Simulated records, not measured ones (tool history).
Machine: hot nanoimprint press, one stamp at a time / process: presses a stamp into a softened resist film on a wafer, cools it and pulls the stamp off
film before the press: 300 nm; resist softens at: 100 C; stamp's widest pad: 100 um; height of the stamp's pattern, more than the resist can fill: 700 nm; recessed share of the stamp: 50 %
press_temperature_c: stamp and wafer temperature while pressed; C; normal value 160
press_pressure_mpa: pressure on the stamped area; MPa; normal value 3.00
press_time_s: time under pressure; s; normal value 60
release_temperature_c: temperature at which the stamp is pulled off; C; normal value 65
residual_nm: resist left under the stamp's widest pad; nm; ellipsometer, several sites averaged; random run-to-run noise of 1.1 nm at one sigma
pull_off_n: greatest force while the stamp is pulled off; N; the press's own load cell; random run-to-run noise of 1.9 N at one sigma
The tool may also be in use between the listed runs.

run,hour,press_temperature_c,press_pressure_mpa,press_time_s,release_temperature_c,residual_nm,pull_off_n
1,0.0,160,3.00,60,65,174.6,200
2,16.5,160,3.00,60,65,175.9,202
3,39.8,160,3.00,60,65,175.5,205
4,62.9,160,3.00,60,65,178.2,209
5,83.1,160,3.00,60,65,177.8,206
6,103.6,160,3.00,60,65,178.0,211
7,127.6,160,1.83,60,65,214.3,214
8,143.6,160,3.00,60,72,178.1,206
9,161.7,160,3.00,60,72,176.9,212
# hour 172.7: stamp cleaned and given a new release coat
10,184.2,160,3.00,53,65,184.4,195
11,201.0,157,3.00,60,65,197.2,195
12,222.9,160,3.00,60,65,179.2,203
13,243.0,160,3.00,60,65,182.6,201
14,253.8,160,3.00,60,65,180.0,200
15,270.9,160,3.00,60,65,180.5,201
16,283.2,160,3.00,60,65,180.4,205
17,293.7,160,3.00,57,65,182.0,208
18,318.1,160,3.00,57,65,184.3,213
19,331.1,158,3.00,52,65,199.7,216
# hour 336.3: plate thermocouple calibrated
20,353.2,168,1.82,60,53,176.8,234
21,371.3,168,1.82,52,53,183.6,239
# hour 392.4: stamp cleaned and given a new release coat
22,398.4,149,3.94,51,51,239.1,215
23,414.2,151,2.96,39,72,253.6,187
24,430.3,151,2.96,87,72,219.6,191
# hour 444.3: plate thermocouple calibrated, once more
25,449.3,151,3.80,87,63,193.3,203
26,463.2,160,3.63,65,56,159.2,211
27,483.9,158,3.63,65,66,168.5,200
28,498.4,151,4.53,32,68,234.0,202
29,513.0,163,3.00,59,68,160.8,206
30,528.4,170,2.25,60,50,146.7,231

Alternative continuations, all from the tool just after run 30; predict every row:
A,549.4,149,2.25,43,58,?,?
B,549.4,170,2.25,60,70,?,?
C,549.4,160,1.94,60,56,?,?

run,residual_nm,pull_off_n
A,261.5,219
B,148.5,203
C,209.7,226
What these runs would have given with no unlogged condition in the tool:
run,residual_nm,pull_off_n
A,258.9,199
B,144.4,185
C,205.7,205

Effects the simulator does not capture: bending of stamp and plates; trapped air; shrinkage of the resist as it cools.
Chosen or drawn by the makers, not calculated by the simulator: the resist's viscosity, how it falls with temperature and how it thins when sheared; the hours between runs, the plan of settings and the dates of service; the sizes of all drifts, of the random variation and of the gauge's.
